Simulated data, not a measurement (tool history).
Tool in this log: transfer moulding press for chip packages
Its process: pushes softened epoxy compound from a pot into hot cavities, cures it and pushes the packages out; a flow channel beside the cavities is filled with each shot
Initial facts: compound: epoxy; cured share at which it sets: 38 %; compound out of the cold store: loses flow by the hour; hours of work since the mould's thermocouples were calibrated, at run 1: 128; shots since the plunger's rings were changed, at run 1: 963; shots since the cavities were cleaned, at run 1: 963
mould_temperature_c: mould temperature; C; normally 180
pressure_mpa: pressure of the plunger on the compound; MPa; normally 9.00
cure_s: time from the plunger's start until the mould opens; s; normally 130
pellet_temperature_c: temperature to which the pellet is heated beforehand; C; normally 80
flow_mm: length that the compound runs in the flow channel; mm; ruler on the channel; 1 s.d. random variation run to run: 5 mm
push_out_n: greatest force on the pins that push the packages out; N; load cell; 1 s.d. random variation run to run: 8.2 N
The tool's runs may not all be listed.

| run | day | mould_temperature_c | pressure_mpa | cure_s | pellet_temperature_c | hours of work since the mould's thermocouples were calibrated | shots since the plunger's rings were changed | shots since the cavities were cleaned | incoming compound's hours out of the cold store | flow_mm | push_out_n |
|---|---|---|---|---|---|---|---|---|---|---|---|
| 1 | 0.000 | 180 | 9.00 | 130 | 80 | 128 | 963 | 963 | 12.4 | 778 | 762 |
|  | 0.275 | cavities cleaned with cleaning compound and waxed |
| 2 | 1.162 | 187 | 9.00 | 130 | 80 | 142 | 1146 | 147 | 32.8 | 705 | 484 |
| 3 | 2.121 | 187 | 9.00 | 130 | 80 | 154 | 1306 | 307 | 28.3 | 701 | 583 |
| 4 | 3.354 | 187 | 9.00 | 130 | 81 | 169 | 1511 | 512 | 18.3 | 738 | 633 |
|  | 3.554 | mould's thermocouples calibrated |
| 5 | 4.021 | 187 | 9.00 | 130 | 81 | 6 | 1608 | 609 | 9.6 | 760 | 654 |
| 6 | 4.983 | 180 | 8.16 | 130 | 80 | 18 | 1768 | 769 | 31.9 | 673 | 719 |
| 7 | 5.575 | 180 | 8.16 | 130 | 80 | 25 | 1867 | 868 | 35.1 | 672 | 722 |

Run 8, settings as shown, results not yet in. Your forecast:
|  | 6.417 | cavities cleaned with cleaning compound and waxed |
| 8 | 6.417 | 180 | 7.10 | 117 | 81 | 34 | 1996 | 0 | 11.0 | ? | ? |

Run 8 gave flow_mm 686 mm, push_out_n 402 N.
Minus the tool's unlogged condition, the same run would have read flow_mm 702 mm, push_out_n 395 N.

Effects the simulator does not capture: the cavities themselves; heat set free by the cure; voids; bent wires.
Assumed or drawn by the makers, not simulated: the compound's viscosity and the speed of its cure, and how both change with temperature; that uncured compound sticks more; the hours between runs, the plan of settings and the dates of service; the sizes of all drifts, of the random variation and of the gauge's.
